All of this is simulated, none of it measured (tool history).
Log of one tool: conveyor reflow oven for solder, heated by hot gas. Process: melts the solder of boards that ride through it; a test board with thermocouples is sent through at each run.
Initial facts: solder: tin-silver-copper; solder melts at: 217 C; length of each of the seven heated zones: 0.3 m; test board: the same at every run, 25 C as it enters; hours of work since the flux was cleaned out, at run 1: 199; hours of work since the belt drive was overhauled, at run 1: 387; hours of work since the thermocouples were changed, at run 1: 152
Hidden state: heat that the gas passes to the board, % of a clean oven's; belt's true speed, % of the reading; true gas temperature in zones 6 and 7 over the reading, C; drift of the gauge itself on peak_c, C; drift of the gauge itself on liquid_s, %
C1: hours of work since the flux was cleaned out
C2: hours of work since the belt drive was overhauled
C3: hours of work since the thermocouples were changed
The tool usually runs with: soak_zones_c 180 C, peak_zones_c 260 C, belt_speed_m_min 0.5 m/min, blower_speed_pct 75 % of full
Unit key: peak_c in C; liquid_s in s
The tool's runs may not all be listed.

Run 1, day 0: usual settings; C1 199; C2 387; C3 152. Result: peak_c 250 C, liquid_s 56.92 s.
Run 2, day 1.142: usual settings; C1 212; C2 399; C3 164. Result: peak_c 249.8 C, liquid_s 56.9 s.
Run 3, day 1.896: usual settings; C1 220; C2 407; C3 173. Result: peak_c 250 C, liquid_s 56.86 s.
Run 4, day 3.138: usual settings but belt_speed_m_min 0.418 m/min; C1 234; C2 421; C3 186. Result: peak_c 252.9 C, liquid_s 71.98 s.
Run 5, day 4.062: usual settings but belt_speed_m_min 0.418 m/min, blower_speed_pct 54 % of full; C1 244; C2 431; C3 196. Result: peak_c 249.3 C, liquid_s 67.18 s.
Run 6, day 4.812: usual settings but belt_speed_m_min 0.533 m/min; C1 252; C2 439; C3 205. Result: peak_c 248.2 C, liquid_s 51.83 s.
Run 7, day 5.871: usual settings but belt_speed_m_min 0.533 m/min; C1 263; C2 451; C3 216. Result: peak_c 248 C, liquid_s 51.66 s.
Run 8, day 6.488: usual settings but blower_speed_pct 88 % of full; C1 270; C2 457; C3 223. Result: peak_c 251.6 C, liquid_s 58.88 s.
Run 9, day 7.692: usual settings but peak_zones_c 267 C; C1 283; C2 471; C3 236. Result: peak_c 256 C, liquid_s 60.39 s.
Run 10, day 8.754: usual settings; C1 295; C2 482; C3 248. Result: peak_c 249.5 C, liquid_s 56.58 s.
Run 11, day 9.4: usual settings but belt_speed_m_min 0.597 m/min, blower_speed_pct 64 % of full; C1 302; C2 489; C3 255. Result: peak_c 242.3 C, liquid_s 39.96 s.
Run 12, day 9.992: usual settings but peak_zones_c 261 C; C1 308; C2 496; C3 261. Result: peak_c 250.3 C, liquid_s 57.1 s.
Run 13, day 10.821: usual settings but peak_zones_c 261 C; C1 317; C2 505; C3 270. Result: peak_c 250.3 C, liquid_s 56.97 s.
Run 14, day 11.958: usual settings but peak_zones_c 261 C, belt_speed_m_min 0.524 m/min, blower_speed_pct 58 % of full; C1 330; C2 517; C3 282. Result: peak_c 245.1 C, liquid_s 48.69 s.
At day 12.242: belt drive overhauled, speed set with a stopwatch.
Run 15, day 13.192: usual settings but peak_zones_c 261 C, belt_speed_m_min 0.524 m/min, blower_speed_pct 58 % of full; C1 341; C2 10; C3 294. Result: peak_c 245.1 C, liquid_s 49.48 s.
Run 16, day 14.067: usual settings but peak_zones_c 261 C, belt_speed_m_min 0.524 m/min, blower_speed_pct 58 % of full; C1 351; C2 20; C3 304. Result: peak_c 245 C, liquid_s 49.46 s.
At day 14.546: belt drive overhauled, speed set with a stopwatch, once more.
Run 17, day 15.008: usual settings but peak_zones_c 261 C, belt_speed_m_min 0.524 m/min, blower_speed_pct 58 % of full; C1 360; C2 5; C3 312. Result: peak_c 244.3 C, liquid_s 47.54 s.
Run 18, day 16.083: usual settings but peak_zones_c 261 C, belt_speed_m_min 0.524 m/min, blower_speed_pct 58 % of full; C1 371; C2 17; C3 324. Result: peak_c 244.3 C, liquid_s 47.42 s.
Run 19, day 17.254: usual settings but soak_zones_c 190 C, peak_zones_c 255 C, belt_speed_m_min 0.524 m/min, blower_speed_pct 58 % of full; C1 384; C2 30; C3 337. Result: peak_c 241.1 C, liquid_s 49.09 s.
At day 18.312: flux residue cleaned out of gas plates and filters.
Run 20, day 18.5: usual settings but soak_zones_c 172 C, peak_zones_c 262 C, belt_speed_m_min 0.494 m/min, blower_speed_pct 58 % of full; C1 2; C2 41; C3 348. Result: peak_c 246.5 C, liquid_s 49.92 s.

Some steps in peak_c, run to run, broken into two amounts with sign: the step expected even without the hidden condition (settings, incoming material, random variation), and the rest, left for the hidden condition together with whatever gauge scatter is not in both the measured and the hidden-condition-free result:
Run 10 -> 11: belt_speed_m_min 0.5 -> 0.597, blower_speed_pct 75 -> 64. peak_c -7.2 C: hidden state +0, all else -7.2.
Run 11 -> 12: peak_zones_c 260 -> 261, belt_speed_m_min 0.597 -> 0.5, blower_speed_pct 64 -> 75. peak_c +8 C: hidden state -0.2, all else +8.2.
Run 16 -> 17: belt drive overhauled, speed set with a stopwatch, once more. peak_c -0.7 C: hidden state -0.7, all else +0.
Run 19 -> 20: soak_zones_c 190 -> 172, peak_zones_c 255 -> 262, belt_speed_m_min 0.524 -> 0.494, flux residue cleaned out of gas plates and filters. peak_c +5.4 C: hidden state +0.7, all else +4.7.

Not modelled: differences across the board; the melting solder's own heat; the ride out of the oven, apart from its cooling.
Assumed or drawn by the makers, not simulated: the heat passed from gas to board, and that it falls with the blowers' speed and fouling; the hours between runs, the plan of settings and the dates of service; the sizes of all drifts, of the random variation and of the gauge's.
